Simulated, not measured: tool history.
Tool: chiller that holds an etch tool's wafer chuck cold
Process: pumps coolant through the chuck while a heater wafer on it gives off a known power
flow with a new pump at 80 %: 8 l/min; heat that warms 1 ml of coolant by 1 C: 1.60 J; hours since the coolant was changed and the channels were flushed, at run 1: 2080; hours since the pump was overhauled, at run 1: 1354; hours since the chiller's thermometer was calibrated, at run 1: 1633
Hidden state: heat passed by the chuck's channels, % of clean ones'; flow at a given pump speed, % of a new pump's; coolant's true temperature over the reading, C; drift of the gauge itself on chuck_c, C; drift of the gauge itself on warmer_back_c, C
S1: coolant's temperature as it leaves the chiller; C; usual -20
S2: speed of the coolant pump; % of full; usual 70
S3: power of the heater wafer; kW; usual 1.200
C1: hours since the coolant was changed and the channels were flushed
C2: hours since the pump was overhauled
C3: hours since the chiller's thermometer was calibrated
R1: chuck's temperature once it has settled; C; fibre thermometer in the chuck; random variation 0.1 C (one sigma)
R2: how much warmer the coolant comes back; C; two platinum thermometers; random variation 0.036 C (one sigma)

Run 1, hour 0.0: usual settings; C1 2080; C2 1354; C3 1633. Result: R1 -7.0 C, R2 6.59 C.
Run 2, hour 39.0: usual settings; C1 2119; C2 1393; C3 1672. Result: R1 -7.0 C, R2 6.51 C.
Run 3, hour 62.4: usual settings; C1 2142; C2 1417; C3 1696. Result: R1 -7.0 C, R2 6.53 C.
Run 4, hour 101.4: usual settings; C1 2181; C2 1456; C3 1735. Result: R1 -6.9 C, R2 6.54 C.
Run 5, hour 131.9: usual settings; C1 2211; C2 1486; C3 1765. Result: R1 -7.1 C, R2 6.58 C.
Run 6, hour 156.0: usual settings; C1 2236; C2 1510; C3 1789. Result: R1 -6.7 C, R2 6.56 C.
Run 7, hour 186.4: usual settings; C1 2266; C2 1541; C3 1820. Result: R1 -7.0 C, R2 6.54 C.
Run 8, hour 210.9: usual settings; C1 2290; C2 1565; C3 1844. Result: R1 -7.2 C, R2 6.56 C.
Run 9, hour 239.4: usual settings; C1 2319; C2 1594; C3 1873. Result: R1 -7.0 C, R2 6.44 C.
Run 10, hour 261.5: usual settings; C1 2341; C2 1616; C3 1895. Result: R1 -6.8 C, R2 6.46 C.
Run 11, hour 295.8: usual settings; C1 2375; C2 1650; C3 1929. Result: R1 -7.0 C, R2 6.52 C.
Run 12, hour 322.9: usual settings but S1 -10 C; C1 2402; C2 1677; C3 1956. Result: R1 3.1 C, R2 6.54 C.
Run 13, hour 358.1: usual settings but S1 -10 C; C1 2438; C2 1712; C3 1991. Result: R1 3.0 C, R2 6.52 C.
Run 14, hour 393.8: usual settings; C1 2473; C2 1748; C3 2027. Result: R1 -6.8 C, R2 6.57 C.
Run 15, hour 431.0: usual settings; C1 2511; C2 1785; C3 2064. Result: R1 -6.9 C, R2 6.51 C.

Run 16 comes next. What will it give?
Run 16, hour 461.6: usual settings; C1 2541; C2 1816; C3 2095. Result: R1 ?, R2 ?.

{"run 16": {"R1": -7.0, "R2": 6.58}}
Without the tool's hidden state the same run would have given R1 -7.0 C, R2 6.58 C.

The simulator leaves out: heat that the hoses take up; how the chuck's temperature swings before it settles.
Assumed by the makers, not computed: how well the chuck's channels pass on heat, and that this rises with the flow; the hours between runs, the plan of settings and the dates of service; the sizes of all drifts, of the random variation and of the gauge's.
